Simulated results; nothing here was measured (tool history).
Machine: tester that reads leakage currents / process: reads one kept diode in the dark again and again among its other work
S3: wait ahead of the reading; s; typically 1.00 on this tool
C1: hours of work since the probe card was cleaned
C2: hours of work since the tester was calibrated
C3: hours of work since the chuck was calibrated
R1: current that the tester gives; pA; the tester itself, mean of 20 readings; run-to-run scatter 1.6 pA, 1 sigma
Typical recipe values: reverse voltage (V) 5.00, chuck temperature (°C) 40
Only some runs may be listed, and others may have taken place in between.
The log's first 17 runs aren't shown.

{"run": 18, "hour": 503.4, "reverse voltage (V)": 10.52, "chuck temperature (°C)": 40, "S3": 1.0, "C1": 92, "C2": 1230, "C3": 94, "R1": 704.38}
{"hour": 530.9, "done": "probe card cleaned and baked, once more"}
{"run": 19, "hour": 544.0, "reverse voltage (V)": 12.37, "chuck temperature (°C)": 40, "S3": 0.65, "C1": 8, "C2": 1253, "C3": 117, "R1": 732.78}
{"run": 20, "hour": 579.4, "reverse voltage (V)": 4.51, "chuck temperature (°C)": 40, "S3": 0.33, "C1": 30, "C2": 1275, "C3": 138, "R1": 515.21}
{"run": 21, "hour": 597.9, "reverse voltage (V)": 4.51, "chuck temperature (°C)": 40, "S3": 0.33, "C1": 41, "C2": 1286, "C3": 150, "R1": 513.76}
{"run": 22, "hour": 630.0, "reverse voltage (V)": 1.23, "chuck temperature (°C)": 40, "S3": 9.56, "C1": 60, "C2": 1306, "C3": 169, "R1": 323.44}
{"run": 23, "hour": 654.2, "reverse voltage (V)": 10.45, "chuck temperature (°C)": 29, "S3": 0.85, "C1": 75, "C2": 1320, "C3": 184, "R1": 264.22}
{"run": 24, "hour": 679.8, "reverse voltage (V)": 10.45, "chuck temperature (°C)": 29, "S3": 0.85, "C1": 91, "C2": 1336, "C3": 200, "R1": 266.42}
{"run": 25, "hour": 700.5, "reverse voltage (V)": 10.45, "chuck temperature (°C)": 35, "S3": 9.57, "C1": 103, "C2": 1349, "C3": 212, "R1": 453.9}
{"run": 26, "hour": 723.9, "reverse voltage (V)": 2.44, "chuck temperature (°C)": 27, "S3": 0.39, "C1": 118, "C2": 1363, "C3": 226, "R1": 132.23}
{"run": 27, "hour": 765.4, "reverse voltage (V)": 5.0, "chuck temperature (°C)": 29, "S3": 6.1, "C1": 143, "C2": 1388, "C3": 252, "R1": 206.15}
{"run": 28, "hour": 793.0, "reverse voltage (V)": 5.0, "chuck temperature (°C)": 29, "S3": 6.1, "C1": 160, "C2": 1405, "C3": 269, "R1": 207.12}
{"run": 29, "hour": 813.4, "reverse voltage (V)": 16.83, "chuck temperature (°C)": 36, "S3": 1.0, "C1": 172, "C2": 1418, "C3": 281, "R1": 598.42}
{"run": 30, "hour": 841.3, "reverse voltage (V)": 16.83, "chuck temperature (°C)": 36, "S3": 1.0, "C1": 189, "C2": 1435, "C3": 298, "R1": 602.91}
{"run": 31, "hour": 878.9, "reverse voltage (V)": 16.83, "chuck temperature (°C)": 36, "S3": 0.5, "C1": 212, "C2": 1457, "C3": 321, "R1": 606.53}
{"run": 32, "hour": 917.6, "reverse voltage (V)": 5.17, "chuck temperature (°C)": 54, "S3": 1.0, "C1": 236, "C2": 1481, "C3": 345, "R1": 1746.27}
{"run": 33, "hour": 940.9, "reverse voltage (V)": 19.91, "chuck temperature (°C)": 55, "S3": 1.11, "C1": 250, "C2": 1495, "C3": 359, "R1": 3063.32}
{"run": 34, "hour": 968.2, "reverse voltage (V)": 2.99, "chuck temperature (°C)": 49, "S3": 2.66, "C1": 267, "C2": 1512, "C3": 376, "R1": 975.35}
{"run": 35, "hour": 1008.8, "reverse voltage (V)": 2.99, "chuck temperature (°C)": 49, "S3": 2.66, "C1": 292, "C2": 1537, "C3": 400, "R1": 973.5}

Branching from run 35: 3 alternative next runs. What would each branch give?
{"run": "A", "hour": 1031.6, "reverse voltage (V)": 5.0, "chuck temperature (°C)": 39, "S3": 0.59, "C1": 305, "C2": 1551, "C3": 414, "R1": "?"}
{"run": "B", "hour": 1031.6, "reverse voltage (V)": 5.0, "chuck temperature (°C)": 40, "S3": 3.2, "C1": 305, "C2": 1551, "C3": 414, "R1": "?"}
{"run": "C", "hour": 1031.6, "reverse voltage (V)": 6.76, "chuck temperature (°C)": 52, "S3": 3.53, "C1": 305, "C2": 1551, "C3": 414, "R1": "?"}

run=A R1=514.23
run=B R1=560.80
run=C R1=1666.34
Without the tool's hidden state the same runs would have given:
run=A R1=475.38
run=B R1=518.69
run=C R1=1551.22

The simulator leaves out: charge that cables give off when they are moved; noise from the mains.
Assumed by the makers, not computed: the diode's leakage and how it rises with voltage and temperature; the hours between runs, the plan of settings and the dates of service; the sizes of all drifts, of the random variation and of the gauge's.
